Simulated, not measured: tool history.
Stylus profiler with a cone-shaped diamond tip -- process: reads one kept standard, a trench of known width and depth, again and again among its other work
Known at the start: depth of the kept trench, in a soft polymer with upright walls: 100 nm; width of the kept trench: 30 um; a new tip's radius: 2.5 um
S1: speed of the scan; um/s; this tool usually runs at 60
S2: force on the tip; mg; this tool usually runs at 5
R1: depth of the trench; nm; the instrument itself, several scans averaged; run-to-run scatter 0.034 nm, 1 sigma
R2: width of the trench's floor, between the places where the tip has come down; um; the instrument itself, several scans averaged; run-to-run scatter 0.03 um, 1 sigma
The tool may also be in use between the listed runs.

Run 1, hour 0: usual settings. Result: R1 102.85 nm, R2 27.9 um.
Run 2, hour 87: usual settings. Result: R1 102.9 nm, R2 27.88 um.
Run 3, hour 144.4: usual settings but S2 3.01 mg. Result: R1 102.18 nm, R2 27.78 um.
Run 4, hour 239.1: usual settings but S2 3.01 mg. Result: R1 102.22 nm, R2 27.78 um.
At hour 245.3: height scale calibrated on a step standard.
Run 5, hour 322.6: usual settings but S2 3.01 mg. Result: R1 102.45 nm, R2 27.81 um.
Run 6, hour 387.7: usual settings but S2 3.01 mg. Result: R1 102.42 nm, R2 27.76 um.
Run 7, hour 439.3: usual settings but S1 16 um/s, S2 9.88 mg. Result: R1 104.74 nm, R2 27.81 um.
Run 8, hour 481.3: usual settings but S1 16 um/s, S2 2.05 mg. Result: R1 102.07 nm, R2 27.8 um.
Run 9, hour 555.6: usual settings but S1 44 um/s, S2 2.05 mg. Result: R1 102.07 nm, R2 27.72 um.
Run 10, hour 641.7: usual settings but S1 36 um/s, S2 2.38 mg. Result: R1 102.24 nm, R2 27.76 um.

What if the next run were any one of these 5? Each begins from the tool's condition after run 10:
Run A, hour 714.7: usual settings but S1 36 um/s, S2 13.49 mg. Result: R1 ?, R2 ?.
Run B, hour 714.7: usual settings but S1 63 um/s, S2 4.92 mg. Result: R1 ?, R2 ?.
Run C, hour 714.7: usual settings but S1 71 um/s, S2 8.71 mg. Result: R1 ?, R2 ?.
Run D, hour 714.7: usual settings but S1 66 um/s, S2 5.08 mg. Result: R1 ?, R2 ?.
Run E, hour 714.7: usual settings but S1 73 um/s, S2 2.38 mg. Result: R1 ?, R2 ?.

run      R1     R2
  A  105.69  27.73
  B  103.23  27.64
  C  104.45  27.63
  D   103.3  27.64
  E  102.27   27.6
Stripped of hidden state, with their random variation kept, the same runs would have yielded:
run      R1     R2
  A  104.98   28.6
  B  102.54  28.52
  C  103.74   28.5
  D  102.61  28.52
  E  101.59  28.47
